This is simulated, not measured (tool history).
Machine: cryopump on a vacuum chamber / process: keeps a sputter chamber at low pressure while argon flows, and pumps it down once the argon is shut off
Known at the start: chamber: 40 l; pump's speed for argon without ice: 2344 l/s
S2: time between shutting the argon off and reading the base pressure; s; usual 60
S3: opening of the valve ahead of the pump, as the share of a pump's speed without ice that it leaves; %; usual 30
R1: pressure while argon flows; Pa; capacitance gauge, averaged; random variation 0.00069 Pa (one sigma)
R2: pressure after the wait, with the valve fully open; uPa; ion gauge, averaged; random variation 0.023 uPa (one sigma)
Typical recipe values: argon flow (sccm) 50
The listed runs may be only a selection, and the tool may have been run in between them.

Run 1, hour 0: usual settings. Result: R1 0.125 Pa, R2 0.89 uPa.
Run 2, hour 23.5: usual settings. Result: R1 0.1251 Pa, R2 0.98 uPa.
Run 3, hour 43.9: usual settings but S3 19 %. Result: R1 0.1933 Pa, R2 0.91 uPa.
Run 4, hour 76: usual settings but S3 19 %. Result: R1 0.1949 Pa, R2 0.98 uPa.
Run 5, hour 104: usual settings but S3 19 %. Result: R1 0.1955 Pa, R2 0.96 uPa.
Run 6, hour 119.6: usual settings. Result: R1 0.126 Pa, R2 0.98 uPa.
Run 7, hour 153.1: usual settings. Result: R1 0.1267 Pa, R2 0.99 uPa.
Run 8, hour 182.6: usual settings but S3 27 %. Result: R1 0.1396 Pa, R2 0.96 uPa.
Run 9, hour 219.3: usual settings but S3 27 %. Result: R1 0.1403 Pa, R2 0.97 uPa.
Run 10, hour 256.8: usual settings but S3 27 %. Result: R1 0.1404 Pa, R2 0.98 uPa.
At hour 283.2: leaking fittings of the chamber tightened, without venting.
Run 11, hour 292.9: usual settings. Result: R1 0.128 Pa, R2 0.8 uPa.
Run 12, hour 322.8: usual settings. Result: R1 0.1273 Pa, R2 0.84 uPa.
Run 13, hour 345.6: usual settings. Result: R1 0.1283 Pa, R2 0.81 uPa.
Run 14, hour 380.4: usual settings but S3 53 %. Result: R1 0.0763 Pa, R2 0.82 uPa.
Run 15, hour 409.6: usual settings but argon flow (sccm) 21, S2 21 s. Result: R1 0.0542 Pa, R2 1.96 uPa.
Run 16, hour 427.5: usual settings but argon flow (sccm) 63, S3 31 %. Result: R1 0.1589 Pa, R2 0.81 uPa.
Run 17, hour 443: usual settings but argon flow (sccm) 63, S3 31 %. Result: R1 0.157 Pa, R2 0.83 uPa.
Run 18, hour 462.6: usual settings but S2 28 s, S3 54 %. Result: R1 0.0762 Pa, R2 1.52 uPa.
Run 19, hour 497.4: usual settings but argon flow (sccm) 28, S2 127 s, S3 28 %. Result: R1 0.0782 Pa, R2 0.51 uPa.
Run 20, hour 522.7: usual settings but argon flow (sccm) 28, S2 27 s, S3 28 %. Result: R1 0.0792 Pa, R2 1.56 uPa.
Run 21, hour 551.8: usual settings but argon flow (sccm) 92, S2 35 s, S3 29 %. Result: R1 0.2495 Pa, R2 1.31 uPa.
Run 22, hour 578.7: usual settings but argon flow (sccm) 92, S2 35 s, S3 29 %. Result: R1 0.2489 Pa, R2 1.29 uPa.
Run 23, hour 596.1: usual settings but argon flow (sccm) 95, S2 31 s, S3 38 %. Result: R1 0.2006 Pa, R2 1.4 uPa.
Run 24, hour 628.8: usual settings but argon flow (sccm) 95, S2 141 s, S3 38 %. Result: R1 0.2015 Pa, R2 0.47 uPa.
Run 25, hour 663: usual settings but argon flow (sccm) 40, S2 47 s, S3 38 %. Result: R1 0.0869 Pa, R2 1.04 uPa.
Run 26, hour 692.1: usual settings but argon flow (sccm) 93, S2 81 s, S3 41 %. Result: R1 0.1887 Pa, R2 0.7 uPa.
Run 27, hour 713: usual settings but argon flow (sccm) 33, S2 40 s, S3 41 %. Result: R1 0.0676 Pa, R2 1.18 uPa.

4 options for the next run, each taken on its own from the tool as it stands now. Forecast them:
Run A, hour 750.3: usual settings but argon flow (sccm) 33, S2 96 s, S3 28 %. Result: R1 ?, R2 ?.
Run B, hour 750.3: usual settings but argon flow (sccm) 93, S2 146 s, S3 27 %. Result: R1 ?, R2 ?.
Run C, hour 750.3: usual settings but argon flow (sccm) 33, S2 278 s, S3 41 %. Result: R1 ?, R2 ?.
Run D, hour 750.3: usual settings but argon flow (sccm) 33, S2 92 s, S3 41 %. Result: R1 ?, R2 ?.

run      R1    R2
  A  0.0943  0.63
  B  0.2729   0.5
  C  0.0676  0.41
  D  0.0674  0.67
Had the tool no hidden state, the same runs would have come out as:
run      R1    R2
  A  0.0853  0.51
  B  0.2474  0.38
  C  0.0584  0.29
  D  0.0583  0.55
